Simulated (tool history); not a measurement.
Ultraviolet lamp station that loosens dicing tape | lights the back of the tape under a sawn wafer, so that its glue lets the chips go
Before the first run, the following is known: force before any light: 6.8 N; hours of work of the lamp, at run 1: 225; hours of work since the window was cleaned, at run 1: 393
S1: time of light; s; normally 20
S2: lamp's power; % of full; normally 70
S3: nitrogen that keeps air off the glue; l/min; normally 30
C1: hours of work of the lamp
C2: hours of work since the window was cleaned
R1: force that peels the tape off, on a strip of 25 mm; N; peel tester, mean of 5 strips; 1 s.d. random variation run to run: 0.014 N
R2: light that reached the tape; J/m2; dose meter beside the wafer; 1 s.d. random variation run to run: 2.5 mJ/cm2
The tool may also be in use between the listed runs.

run	hour	S1	S2	S3	C1	C2	R1	R2
1	0	20	70	30	225	393	0.687	3010
2	60.6	34	70	30	271	439	0.2	5050
3	143.8	20	70	30	334	501	0.691	2970
# hour 160: window cleaned of glue's vapour
4	224.8	20	70	30	394	49	0.695	3010
5	267.7	20	70	30	426	81	0.667	2990
6	307	20	70	30	456	111	0.671	2950
7	378	20	70	30	510	164	0.669	2930
8	430	20	70	30	549	203	0.665	3000
9	466.3	20	70	19	576	231	0.812	2990
10	513	20	70	19	611	266	0.865	3010
11	595.2	20	70	11	673	328	1.138	2960
# hour 656.5: lamp changed
12	681.1	36	70	11	19	392	0.344	5340
13	765.4	36	70	37	82	455	0.156	5300
14	822.2	36	70	37	125	498	0.177	5310
# hour 838.5: window cleaned of glue's vapour
15	888.1	36	70	37	174	37	0.179	5320
16	968.3	36	70	37	234	98	0.164	5320
17	1007.4	36	70	37	264	127	0.167	5360
18	1048.3	36	70	37	295	158	0.163	5290
19	1101.8	20	70	30	335	198	0.661	2960
20	1171.6	20	70	25	387	251	0.735	2990
21	1240.6	20	70	25	439	303	0.732	2970
22	1323.9	13	89	9	502	365	1.645	2460
23	1387.8	13	89	9	550	413	1.701	2460
24	1429.1	13	89	9	581	445	1.634	2460
25	1468.7	13	89	9	611	474	1.685	2440
# hour 1518.2: window cleaned of glue's vapour
26	1534.3	13	89	44	660	12	0.856	2460
27	1594	13	89	44	705	57	0.886	2450
# hour 1614.6: lamp changed
28	1640.6	20	84	20	20	91	0.565	3590
29	1705.4	20	70	27	68	140	0.717	2970
30	1764.5	22	60	54	113	185	0.612	2800
31	1843.6	22	60	54	172	244	0.621	2830
32	1922.9	20	79	30	232	304	0.525	3320
33	1960.9	20	79	30	261	333	0.548	3350
34	2039.7	20	79	30	320	392	0.514	3360
35	2127.3	13	70	10	386	458	2.086	1960
36	2164.3	10	70	10	414	486	2.77	1490
# hour 2197.3: window cleaned of glue's vapour
37	2231.1	16	92	30	464	25	0.6	3130
38	2285	33	100	11	504	66	0.182	7060
39	2365.3	33	100	11	565	126	0.182	7080

Branching from run 39: 5 alternative next runs. What would each branch give?
A	2440.9	21	100	11	622	183	?	?
B	2440.9	20	71	30	622	183	?	?
C	2440.9	20	70	29	622	183	?	?
D	2440.9	20	74	57	622	183	?	?
E	2440.9	28	70	43	622	183	?	?

run	R1	R2
A	0.498	4480
B	0.661	3040
C	0.7	2970
D	0.455	3170
E	0.267	4170
Stripped of hidden state, with their random variation kept, the same runs would have yielded:
run	R1	R2
A	0.494	4500
B	0.656	3050
C	0.695	2980
D	0.451	3180
E	0.265	4180
